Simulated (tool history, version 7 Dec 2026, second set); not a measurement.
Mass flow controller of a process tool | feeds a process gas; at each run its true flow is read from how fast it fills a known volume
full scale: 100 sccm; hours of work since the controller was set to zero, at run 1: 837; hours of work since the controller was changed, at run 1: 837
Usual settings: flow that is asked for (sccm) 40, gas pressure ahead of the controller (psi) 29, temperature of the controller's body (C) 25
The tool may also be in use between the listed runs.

run	day	flow that is asked for (sccm)	gas pressure ahead of the controller (psi)	temperature of the controller's body (C)	hours of work since the controller was set to zero	hours of work since the controller was changed	true flow (%)
1	0	40	29	25	837	837	99.51
2	2.762	40	29	25	862	862	99.76
3	4.708	40	29	31	880	880	99.47
4	6.629	40	29	31	897	897	99.44
5	9.038	40	29	31	919	919	99.54
6	11.042	51	29	31	937	937	99.84
7	12.962	40	29	25	955	955	100.14
8	14.567	40	29	25	969	969	100.19
9	17.008	40	29	22	992	992	100.6
10	18.467	26	22.2	22	1005	1005	100.25
11	20.388	26	22.2	22	1022	1022	100.35
12	22.729	11	20.5	33	1043	1043	99.88
13	24.388	16	38.4	36	1059	1059	99.99
14	26.946	16	38.4	36	1082	1082	100.11
15	29.942	16	38.4	36	1109	1109	100.28
16	32.625	30	35	30	1133	1133	100.85
17	35.708	40	35.7	25	1161	1161	101.45
18	37.1	14	28.3	20	1174	1174	101.44

Forecast each of these 4 alternatives for the next run:
A	39.621	46	28.3	21	1197	1197	?
B	39.621	65	28.3	20	1197	1197	?
C	39.621	40	32.5	30	1197	1197	?
D	39.621	40	29	35	1197	1197	?

run	true flow (%)
A	101.69
B	102.04
C	101.22
D	100.73
Without the tool's hidden state the same runs would have given:
run	true flow (%)
A	99.82
B	100.17
C	99.36
D	98.88

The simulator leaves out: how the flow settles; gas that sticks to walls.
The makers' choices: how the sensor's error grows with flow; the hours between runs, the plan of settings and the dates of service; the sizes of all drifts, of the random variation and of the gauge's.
